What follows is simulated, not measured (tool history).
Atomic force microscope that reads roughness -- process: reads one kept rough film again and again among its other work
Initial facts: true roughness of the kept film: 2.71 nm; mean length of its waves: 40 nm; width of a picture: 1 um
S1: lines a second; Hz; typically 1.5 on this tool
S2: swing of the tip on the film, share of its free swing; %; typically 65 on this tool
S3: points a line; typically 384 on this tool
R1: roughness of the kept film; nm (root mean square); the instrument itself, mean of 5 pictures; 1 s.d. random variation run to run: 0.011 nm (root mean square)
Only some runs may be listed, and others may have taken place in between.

Run 1, hour 0: usual settings. Result: R1 2.333 nm (root mean square).
Run 2, hour 17: usual settings but S1 2.31 Hz. Result: R1 2.234 nm (root mean square).
Run 3, hour 29.4: usual settings but S1 1.28 Hz. Result: R1 2.354 nm (root mean square).
Run 4, hour 42.5: usual settings but S1 1.28 Hz. Result: R1 2.321 nm (root mean square).
At hour 48.1: new tip fitted.
Run 5, hour 57.3: usual settings but S1 1.28 Hz. Result: R1 2.417 nm (root mean square).
Run 6, hour 66.2: usual settings but S1 1.28 Hz. Result: R1 2.423 nm (root mean square).
Run 7, hour 77: usual settings but S1 1.28 Hz, S2 81 %. Result: R1 2.217 nm (root mean square).
Run 8, hour 91.8: usual settings but S2 71 %. Result: R1 2.29 nm (root mean square).
Run 9, hour 110.2: usual settings but S2 71 %. Result: R1 2.286 nm (root mean square).
Run 10, hour 127.8: usual settings but S2 71 %. Result: R1 2.244 nm (root mean square).
Run 11, hour 146.3: usual settings but S2 71 %. Result: R1 2.247 nm (root mean square).
At hour 156.9: new tip fitted.
Run 12, hour 157.9: usual settings but S2 71 %. Result: R1 2.342 nm (root mean square).
At hour 160: height scale calibrated on a step standard.
Run 13, hour 174.5: usual settings but S2 71 %. Result: R1 2.323 nm (root mean square).
Run 14, hour 189.2: usual settings but S2 71 %. Result: R1 2.315 nm (root mean square).
Run 15, hour 207.8: usual settings but S3 556. Result: R1 2.363 nm (root mean square).
At hour 223.2: height scale calibrated on a step standard, once more.
Run 16, hour 223.2: usual settings but S1 1.12 Hz, S3 556. Result: R1 2.395 nm (root mean square).
Run 17, hour 234.4: usual settings but S1 1.12 Hz, S3 667. Result: R1 2.378 nm (root mean square).
Run 18, hour 250.3: usual settings but S1 1.12 Hz, S3 667. Result: R1 2.366 nm (root mean square).
Run 19, hour 258.2: usual settings but S1 0.62 Hz, S2 80 %, S3 900. Result: R1 2.341 nm (root mean square).
At hour 268.6: new tip fitted.
Run 20, hour 273.6: usual settings but S2 81 %, S3 314. Result: R1 2.185 nm (root mean square).
Run 21, hour 286.9: usual settings but S3 407. Result: R1 2.406 nm (root mean square).
Run 22, hour 299.8: usual settings but S3 407. Result: R1 2.365 nm (root mean square).
Run 23, hour 316.4: usual settings but S3 407. Result: R1 2.34 nm (root mean square).
Run 24, hour 327.8: usual settings but S3 286. Result: R1 2.359 nm (root mean square).
Run 25, hour 345.4: usual settings but S1 1.46 Hz, S2 74 %, S3 311. Result: R1 2.231 nm (root mean square).
Run 26, hour 357.5: usual settings but S1 2.84 Hz, S2 67 %, S3 621. Result: R1 2.165 nm (root mean square).
Run 27, hour 367.8: usual settings but S1 0.51 Hz, S2 56 %, S3 678. Result: R1 2.442 nm (root mean square).
At hour 378.5: new tip fitted.
Run 28, hour 382.7: usual settings but S1 2.36 Hz, S2 61 %, S3 678. Result: R1 2.401 nm (root mean square).
Run 29, hour 399.2: usual settings but S1 1.82 Hz, S2 67 %, S3 434. Result: R1 2.32 nm (root mean square).
Run 30, hour 409.8: usual settings but S1 3.38 Hz, S3 861. Result: R1 2.205 nm (root mean square).
Run 31, hour 420.9: usual settings but S1 3.38 Hz, S3 861. Result: R1 2.181 nm (root mean square).
Run 32, hour 432.2: usual settings but S1 1.87 Hz, S3 426. Result: R1 2.319 nm (root mean square).
Run 33, hour 441.7: usual settings but S1 0.79 Hz, S2 78 %, S3 980. Result: R1 2.337 nm (root mean square).
Run 34, hour 454.7: usual settings but S1 3.1 Hz, S2 68 %, S3 902. Result: R1 2.112 nm (root mean square).
Run 35, hour 468.8: usual settings but S1 0.89 Hz, S2 68 %, S3 490. Result: R1 2.372 nm (root mean square).
Run 36, hour 476.5: usual settings but S1 0.54 Hz, S2 58 %, S3 798. Result: R1 2.47 nm (root mean square).

5 options for the next run, each taken on its own from the tool as it stands now. Forecast them:
At hour 488.2: new tip fitted.
Run A, hour 492.5: usual settings but S1 0.59 Hz, S2 75 %, S3 486. Result: R1 ?.
At hour 488.2: new tip fitted.
Run B, hour 492.5: usual settings but S1 1.28 Hz, S2 63 %, S3 292. Result: R1 ?.
At hour 488.2: new tip fitted.
Run C, hour 492.5: usual settings but S1 2.58 Hz. Result: R1 ?.
At hour 488.2: new tip fitted.
Run D, hour 492.5: usual settings but S1 0.54 Hz, S2 64 %, S3 353. Result: R1 ?.
At hour 488.2: new tip fitted.
Run E, hour 492.5: usual settings but S2 58 %, S3 389. Result: R1 ?.

run     R1
  A  2.449
  B  2.443
  C  2.294
  D  2.521
  E  2.477
Take away the tool's hidden state, keep each run's random variation, and the runs would have read:
run     R1
  A   2.47
  B  2.464
  C  2.314
  D  2.543
  E  2.498
